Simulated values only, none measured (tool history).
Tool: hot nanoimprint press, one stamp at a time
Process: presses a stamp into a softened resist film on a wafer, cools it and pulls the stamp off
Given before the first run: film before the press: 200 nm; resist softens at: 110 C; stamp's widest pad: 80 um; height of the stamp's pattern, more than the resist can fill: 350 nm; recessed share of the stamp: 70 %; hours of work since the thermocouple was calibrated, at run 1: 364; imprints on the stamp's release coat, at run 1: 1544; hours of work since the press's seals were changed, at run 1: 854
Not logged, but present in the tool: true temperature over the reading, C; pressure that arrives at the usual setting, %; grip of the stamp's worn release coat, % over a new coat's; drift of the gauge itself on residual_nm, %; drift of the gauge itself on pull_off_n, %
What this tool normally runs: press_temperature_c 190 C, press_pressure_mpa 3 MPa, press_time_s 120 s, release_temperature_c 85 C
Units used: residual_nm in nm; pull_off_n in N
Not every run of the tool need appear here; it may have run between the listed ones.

| run | hour | press_temperature_c | press_pressure_mpa | press_time_s | release_temperature_c | hours of work since the thermocouple was calibrated | imprints on the stamp's release coat | hours of work since the press's seals were changed | residual_nm | pull_off_n |
|---|---|---|---|---|---|---|---|---|---|---|
| 1 | 0 | 190 | 3 | 120 | 85 | 364 | 1544 | 854 | 115.6 | 278 |
|  | 84.5 | press's hydraulic seals changed and the load cell set to zero |
| 2 | 101.9 | 190 | 3 | 120 | 85 | 430 | 1999 | 12 | 115.1 | 307 |
|  | 127.5 | plate thermocouple calibrated |
| 3 | 158.9 | 190 | 3 | 120 | 85 | 22 | 2260 | 50 | 111.2 | 313 |
|  | 200.1 | stamp cleaned and given a new release coat |
| 4 | 208.2 | 190 | 3 | 120 | 85 | 53 | 39 | 81 | 111.9 | 216 |
| 5 | 273.7 | 190 | 3 | 120 | 85 | 99 | 356 | 127 | 112.3 | 226 |
| 6 | 318.6 | 190 | 2.09 | 107 | 85 | 130 | 574 | 158 | 131 | 235 |
| 7 | 417.9 | 190 | 2.09 | 107 | 85 | 200 | 1055 | 228 | 132.6 | 253 |
| 8 | 490.7 | 184 | 3.96 | 120 | 85 | 251 | 1408 | 280 | 124.1 | 266 |
| 9 | 547.5 | 197 | 3 | 120 | 85 | 291 | 1683 | 320 | 91.3 | 287 |
| 10 | 597.2 | 190 | 3 | 120 | 86 | 326 | 1923 | 355 | 114.7 | 293 |

Consider 3 possible next runs. They are alternatives, not a sequence: every one starts from the tool as it was left by run 10. What does each give?
| A | 672.8 | 190 | 3 | 72 | 85 | 380 | 2290 | 408 | ? | ? |
| B | 672.8 | 194 | 2.52 | 120 | 89 | 380 | 2290 | 408 | ? | ? |
| C | 672.8 | 190 | 3 | 120 | 92 | 380 | 2290 | 408 | ? | ? |

| run | residual_nm | pull_off_n |
|---|---|---|
| A | 133.5 | 311 |
| B | 108.5 | 278 |
| C | 115.6 | 256 |
What these runs would have given with no unlogged condition in the tool:
| run | residual_nm | pull_off_n |
|---|---|---|
| A | 130.9 | 204 |
| B | 106 | 182 |
| C | 112.8 | 168 |
